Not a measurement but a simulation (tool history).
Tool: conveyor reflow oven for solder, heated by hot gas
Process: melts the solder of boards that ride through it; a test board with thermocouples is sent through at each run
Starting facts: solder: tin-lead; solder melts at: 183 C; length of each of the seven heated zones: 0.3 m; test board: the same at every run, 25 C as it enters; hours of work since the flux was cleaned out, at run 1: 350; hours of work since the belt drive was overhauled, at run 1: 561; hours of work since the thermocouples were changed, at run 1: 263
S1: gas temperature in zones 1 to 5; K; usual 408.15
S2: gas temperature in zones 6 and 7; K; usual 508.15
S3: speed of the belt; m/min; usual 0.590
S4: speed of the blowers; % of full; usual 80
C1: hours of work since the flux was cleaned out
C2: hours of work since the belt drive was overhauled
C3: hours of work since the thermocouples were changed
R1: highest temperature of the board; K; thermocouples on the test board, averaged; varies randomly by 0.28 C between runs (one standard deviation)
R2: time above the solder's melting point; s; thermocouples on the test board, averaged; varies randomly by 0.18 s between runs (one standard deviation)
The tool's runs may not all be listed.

| run | hour | S1 | S2 | S3 | S4 | C1 | C2 | C3 | R1 | R2 |
|---|---|---|---|---|---|---|---|---|---|---|
| 1 | 0.0 | 408.15 | 508.15 | 0.590 | 80 | 350 | 561 | 263 | 489.95 | 45.2 |
| 2 | 6.3 | 408.15 | 508.15 | 0.590 | 80 | 355 | 566 | 268 | 490.45 | 45.1 |
| 3 | 15.4 | 400.15 | 508.15 | 0.590 | 80 | 362 | 573 | 275 | 488.95 | 42.0 |
| 4 | 23.8 | 408.15 | 508.15 | 0.590 | 80 | 368 | 579 | 281 | 489.85 | 45.2 |
| 5 | 34.0 | 408.15 | 508.15 | 0.590 | 80 | 376 | 587 | 289 | 490.25 | 45.2 |
| 6 | 45.6 | 408.15 | 508.15 | 0.590 | 80 | 385 | 596 | 298 | 489.75 | 44.7 |
| 7 | 56.3 | 403.15 | 508.15 | 0.590 | 80 | 393 | 604 | 306 | 488.95 | 43.2 |
| 8 | 67.0 | 403.15 | 508.15 | 0.590 | 80 | 401 | 612 | 314 | 489.05 | 43.2 |
| 9 | 78.1 | 403.15 | 508.15 | 0.590 | 80 | 410 | 621 | 323 | 489.05 | 43.0 |
| 10 | 87.7 | 408.15 | 508.15 | 0.590 | 80 | 417 | 628 | 330 | 489.35 | 44.8 |
| 11 | 96.7 | 408.15 | 508.15 | 0.590 | 80 | 424 | 635 | 337 | 489.35 | 44.4 |
| 12 | 106.5 | 408.15 | 508.15 | 0.590 | 80 | 431 | 642 | 344 | 489.75 | 44.7 |
| 13 | 117.9 | 406.15 | 508.15 | 0.590 | 80 | 440 | 651 | 353 | 489.05 | 44.2 |
| 14 | 125.8 | 406.15 | 508.15 | 0.590 | 80 | 446 | 657 | 359 | 489.15 | 43.7 |
|  | 133.4 | flux residue cleaned out of gas plates and filters |
| 15 | 140.2 | 408.15 | 508.15 | 0.590 | 65 | 5 | 664 | 366 | 487.45 | 43.2 |
| 16 | 148.2 | 408.15 | 508.15 | 0.590 | 65 | 11 | 670 | 372 | 487.15 | 43.3 |
| 17 | 156.3 | 408.15 | 508.15 | 0.523 | 80 | 18 | 677 | 379 | 494.35 | 55.0 |
| 18 | 167.6 | 408.15 | 508.15 | 0.587 | 54 | 26 | 685 | 387 | 483.35 | 40.0 |
| 19 | 177.7 | 423.15 | 503.15 | 0.595 | 80 | 34 | 693 | 395 | 488.65 | 49.0 |
| 20 | 188.6 | 423.15 | 503.15 | 0.595 | 80 | 42 | 701 | 403 | 488.95 | 49.2 |
| 21 | 198.1 | 405.15 | 515.15 | 0.595 | 80 | 49 | 708 | 410 | 495.85 | 47.7 |
| 22 | 204.7 | 408.15 | 508.15 | 0.689 | 63 | 54 | 714 | 416 | 480.95 | 31.4 |
| 23 | 216.5 | 408.15 | 508.15 | 0.689 | 63 | 64 | 723 | 425 | 480.75 | 31.4 |
| 24 | 226.3 | 419.15 | 511.15 | 0.522 | 53 | 71 | 730 | 432 | 491.75 | 55.5 |
| 25 | 235.0 | 420.15 | 508.15 | 0.536 | 80 | 78 | 737 | 439 | 495.75 | 57.4 |
| 26 | 240.9 | 420.15 | 508.15 | 0.536 | 80 | 82 | 741 | 443 | 495.35 | 57.6 |
| 27 | 250.5 | 408.15 | 507.15 | 0.675 | 80 | 90 | 749 | 451 | 485.85 | 36.5 |
| 28 | 258.6 | 408.15 | 507.15 | 0.675 | 80 | 96 | 755 | 457 | 485.65 | 36.4 |
| 29 | 264.2 | 408.15 | 507.15 | 0.675 | 80 | 100 | 759 | 461 | 485.45 | 36.5 |
| 30 | 270.7 | 401.15 | 507.15 | 0.675 | 80 | 105 | 764 | 466 | 483.85 | 33.9 |
| 31 | 276.4 | 408.15 | 504.15 | 0.570 | 86 | 109 | 768 | 470 | 489.25 | 47.3 |
| 32 | 285.9 | 408.15 | 512.15 | 0.590 | 80 | 117 | 776 | 478 | 493.75 | 47.8 |

How would selected steps in R1 from run to run divide? Give the signed amount a tool lacking its hidden state would still show from settings, what came in and random variation, and the signed amount left for the hidden state, including any gauge scatter that is not in both of the compared results.
Unlogged tool condition in this case: heat that the gas passes to the board, % of a clean oven's; belt's true speed, % of the reading; true gas temperature in zones 6 and 7 over the reading, C; drift of the gauge itself on peak_c, C; drift of the gauge itself on liquid_s, %.
Run 14 -> 15: S1 406.15 -> 408.15, S4 80 -> 65, flux residue cleaned out of gas plates and filters. R1 -1.70 K: hidden state +2.20, all else -3.90.
Run 17 -> 18: S3 0.523 -> 0.587, S4 80 -> 54. R1 -11.00 K: hidden state +0.20, all else -11.20.
Run 18 -> 19: S1 408.15 -> 423.15, S2 508.15 -> 503.15, S3 0.587 -> 0.595, S4 54 -> 80. R1 +5.30 K: hidden state -0.40, all else +5.70.
Run 21 -> 22: S1 405.15 -> 408.15, S2 515.15 -> 508.15, S3 0.595 -> 0.689, S4 80 -> 63. R1 -14.90 K: hidden state +0.20, all else -15.10.
Run 23 -> 24: S1 408.15 -> 419.15, S2 508.15 -> 511.15, S3 0.689 -> 0.522, S4 63 -> 53. R1 +11.00 K: hidden state -0.10, all else +11.10.

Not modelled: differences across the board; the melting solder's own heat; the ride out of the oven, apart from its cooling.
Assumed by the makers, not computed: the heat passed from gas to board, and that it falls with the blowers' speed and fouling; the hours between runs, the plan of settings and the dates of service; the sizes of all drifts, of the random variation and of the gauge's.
